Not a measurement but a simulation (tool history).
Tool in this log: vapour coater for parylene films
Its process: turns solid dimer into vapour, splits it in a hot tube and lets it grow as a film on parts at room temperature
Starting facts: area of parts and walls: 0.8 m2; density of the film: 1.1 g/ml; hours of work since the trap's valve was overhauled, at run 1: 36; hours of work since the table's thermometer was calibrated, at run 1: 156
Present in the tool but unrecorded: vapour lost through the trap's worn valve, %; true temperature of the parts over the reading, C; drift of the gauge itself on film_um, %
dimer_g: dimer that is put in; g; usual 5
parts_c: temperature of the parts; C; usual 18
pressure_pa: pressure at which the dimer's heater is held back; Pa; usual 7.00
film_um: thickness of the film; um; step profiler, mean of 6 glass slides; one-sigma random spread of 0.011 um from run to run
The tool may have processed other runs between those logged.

run,hour,dimer_g,parts_c,pressure_pa,hours of work since the trap's valve was overhauled,hours of work since the table's thermometer was calibrated,film_um
1,0.0,5,18,7.00,36,156,2.76
2,9.0,5,18,7.00,43,162,2.72
3,23.9,3,18,7.00,53,173,1.64
4,32.2,3,18,2.28,59,179,1.80
5,43.5,5,18,7.00,67,187,2.73
6,54.3,5,18,7.00,75,194,2.76
7,62.0,5,18,7.00,80,200,2.74
8,77.4,6,18,7.00,91,211,3.30
9,91.8,2,10,11.28,102,221,1.47
10,107.2,5,12,10.75,113,232,3.37
11,113.7,5,12,10.75,117,237,3.38
12,123.9,5,12,10.75,124,244,3.39
13,131.1,7,18,4.38,130,249,4.00
14,142.3,5,23,7.00,137,257,2.20

Alternative continuations, all from the tool just after run 14; predict every row:
A,151.9,5,25,7.00,144,264,?
B,151.9,2,23,2.18,144,264,?
C,151.9,7,23,3.84,144,264,?
D,151.9,5,18,6.58,144,264,?
E,151.9,3,23,7.00,144,264,?

run,film_um
A,2.04
B,0.98
C,3.30
D,2.74
E,1.32
With the hidden condition removed and each run's random variation left untouched, the same runs would have given:
run,film_um
A,2.04
B,0.98
C,3.30
D,2.74
E,1.33
